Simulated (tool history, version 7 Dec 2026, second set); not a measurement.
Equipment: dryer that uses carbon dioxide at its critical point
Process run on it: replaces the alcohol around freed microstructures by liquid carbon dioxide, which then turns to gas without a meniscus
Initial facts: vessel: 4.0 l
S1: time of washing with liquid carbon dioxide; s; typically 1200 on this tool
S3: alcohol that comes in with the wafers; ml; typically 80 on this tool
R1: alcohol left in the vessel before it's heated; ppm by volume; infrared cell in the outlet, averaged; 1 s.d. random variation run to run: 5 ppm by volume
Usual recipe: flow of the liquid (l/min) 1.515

run 1 day=0 | S1=1200 flow_of_the_liquid_(l/min)=1.515 S3=80 | R1=55
run 2 day=0.262 | S1=840 flow_of_the_liquid_(l/min)=1.515 S3=80 | R1=246
run 3 day=0.742 | S1=1200 flow_of_the_liquid_(l/min)=1.515 S3=24 | R1=26
run 4 day=1.296 | S1=1200 flow_of_the_liquid_(l/min)=1.515 S3=28 | R1=31
run 5 day=1.662 | S1=1200 flow_of_the_liquid_(l/min)=1.515 S3=28 | R1=27
run 6 day=1.942 | S1=1200 flow_of_the_liquid_(l/min)=1.76 S3=80 | R1=28
run 7 day=2.325 | S1=1200 flow_of_the_liquid_(l/min)=1.76 S3=80 | R1=29
run 8 day=2.671 | S1=1260 flow_of_the_liquid_(l/min)=1.91 S3=115 | R1=22
run 9 day=2.962 | S1=1260 flow_of_the_liquid_(l/min)=1.91 S3=115 | R1=30
run 10 day=3.462 | S1=900 flow_of_the_liquid_(l/min)=0.94 S3=30 | R1=404
run 11 day=3.9 | S1=900 flow_of_the_liquid_(l/min)=0.94 S3=30 | R1=404

Each row is a separate what-if for the run after 11, all from the same tool condition, not one after another. Results?
run A day=4.438 | S1=1200 flow_of_the_liquid_(l/min)=1.09 S3=45 | R1=?
run B day=4.438 | S1=780 flow_of_the_liquid_(l/min)=1.515 S3=80 | R1=?
run C day=4.438 | S1=1080 flow_of_the_liquid_(l/min)=1.94 S3=98 | R1=?
run D day=4.438 | S1=900 flow_of_the_liquid_(l/min)=1.52 S3=30 | R1=?
run E day=4.438 | S1=1800 flow_of_the_liquid_(l/min)=1.49 S3=30 | R1=?

run=A R1=144
run=B R1=367
run=C R1=43
run=D R1=86
run=E R1=23
What these runs would have given with no unlogged condition in the tool:
run=A R1=76
run=B R1=217
run=C R1=17
run=D R1=42
run=E R1=7
